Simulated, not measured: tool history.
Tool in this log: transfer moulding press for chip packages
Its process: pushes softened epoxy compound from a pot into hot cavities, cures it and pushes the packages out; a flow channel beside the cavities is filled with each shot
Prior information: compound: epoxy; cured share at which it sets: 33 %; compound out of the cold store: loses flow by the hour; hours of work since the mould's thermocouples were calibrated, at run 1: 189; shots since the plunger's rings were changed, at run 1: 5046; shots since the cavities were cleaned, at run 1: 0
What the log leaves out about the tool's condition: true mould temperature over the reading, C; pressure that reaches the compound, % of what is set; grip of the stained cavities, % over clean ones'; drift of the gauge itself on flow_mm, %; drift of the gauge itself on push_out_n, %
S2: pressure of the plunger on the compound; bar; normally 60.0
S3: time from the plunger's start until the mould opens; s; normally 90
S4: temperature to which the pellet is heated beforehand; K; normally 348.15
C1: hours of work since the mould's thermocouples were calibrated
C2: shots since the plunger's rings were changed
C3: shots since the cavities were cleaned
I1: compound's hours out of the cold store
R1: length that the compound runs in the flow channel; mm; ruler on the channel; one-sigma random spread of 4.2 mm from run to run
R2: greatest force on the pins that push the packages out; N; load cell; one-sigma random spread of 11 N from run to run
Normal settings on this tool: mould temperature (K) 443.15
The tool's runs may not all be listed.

Run 1, hour 0.0: usual settings; C1 189; C2 5046; C3 0; I1 29.5. Result: R1 815 mm, R2 488 N.
At hour 92.4: cavities cleaned with cleaning compound and waxed.
Run 2, hour 92.4: usual settings; C1 235; C2 5995; C3 0; I1 35.3. Result: R1 797 mm, R2 483 N.
At hour 127.7: plunger's sealing rings changed.
Run 3, hour 173.2: usual settings but S2 60.9 bar; C1 275; C2 476; C3 817; I1 36.8. Result: R1 795 mm, R2 502 N.
At hour 190.4: cavities cleaned with cleaning compound and waxed.
Run 4, hour 226.3: usual settings but S2 60.9 bar, S4 340.15 K; C1 301; C2 1014; C3 375; I1 10.6. Result: R1 893 mm, R2 515 N.
At hour 284.7: cavities cleaned with cleaning compound and waxed.
Run 5, hour 284.7: usual settings but S2 60.9 bar, S4 340.15 K; C1 330; C2 1608; C3 0; I1 30.6. Result: R1 811 mm, R2 502 N.
Run 6, hour 339.6: usual settings; C1 357; C2 2181; C3 573; I1 10.4. Result: R1 880 mm, R2 495 N.
At hour 374.7: cavities cleaned with cleaning compound and waxed.
Run 7, hour 419.0: usual settings; C1 397; C2 2994; C3 463; I1 24.4. Result: R1 834 mm, R2 503 N.
At hour 427.4: mould's thermocouples calibrated.
At hour 472.1: cavities cleaned with cleaning compound and waxed.
Run 8, hour 479.3: usual settings; C1 26; C2 3587; C3 76; I1 10.0. Result: R1 886 mm, R2 479 N.
Run 9, hour 557.9: usual settings; C1 65; C2 4406; C3 895; I1 48.0. Result: R1 752 mm, R2 460 N.
At hour 565.6: cavities cleaned with cleaning compound and waxed.
Run 10, hour 643.1: usual settings; C1 108; C2 5280; C3 808; I1 46.5. Result: R1 754 mm, R2 482 N.
At hour 657.7: cavities cleaned with cleaning compound and waxed.
Run 11, hour 689.8: usual settings but S2 58.1 bar, S4 357.15 K; C1 131; C2 5751; C3 334; I1 10.5. Result: R1 875 mm, R2 491 N.
At hour 744.1: plunger's sealing rings changed.
At hour 750.2: cavities cleaned with cleaning compound and waxed.
Run 12, hour 772.8: usual settings but S2 58.1 bar, S4 357.15 K; C1 171; C2 283; C3 236; I1 38.4. Result: R1 768 mm, R2 490 N.

Run 13 comes next. What will it give?
At hour 841.0: cavities cleaned with cleaning compound and waxed.
Run 13, hour 845.5: usual settings but mould temperature (K) 435.15, S2 53.2 bar, S3 113 s, S4 349.15 K; C1 207; C2 1027; C3 48; I1 42.1. Result: R1 ?, R2 ?.

{"run 13": {"R1": 753, "R2": 519}}
Had the tool carried no hidden state, the very same run would have given R1 753 mm, R2 519 N.
